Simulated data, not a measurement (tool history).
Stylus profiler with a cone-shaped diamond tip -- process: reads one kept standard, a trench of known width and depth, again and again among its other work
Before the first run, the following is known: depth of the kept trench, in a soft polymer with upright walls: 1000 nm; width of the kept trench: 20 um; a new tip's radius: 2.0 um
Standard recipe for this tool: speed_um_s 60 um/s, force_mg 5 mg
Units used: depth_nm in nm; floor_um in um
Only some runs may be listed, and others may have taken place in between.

run,hour,speed_um_s,force_mg,depth_nm,floor_um
1,0,60,5,1018.06,16.4
2,10.8,60,5,1018.67,16.45
3,20.4,60,5,1018.13,16.51
4,33.5,60,5,1017.79,16.44
5,48.2,60,5,1018.51,16.41
6,62.7,60,5,1018.44,16.43
7,71.2,60,5,1018.72,16.42
8,80.6,60,5,1018.27,16.46
9,92.7,60,5,1018.3,16.41
10,100,60,5,1018.81,16.42
11,108.3,83,2.85,1012.31,16.33
12,117.4,192,2.85,1012.86,16.1

For run 13, what comes out?
13,128.1,167,2.26,?,?

Logged for run 13: depth_nm 1011.11 nm, floor_um 16.08 um.
The same run, on a tool lacking any hidden state, would have yielded depth_nm 1011.1 nm, floor_um 16.08 um.
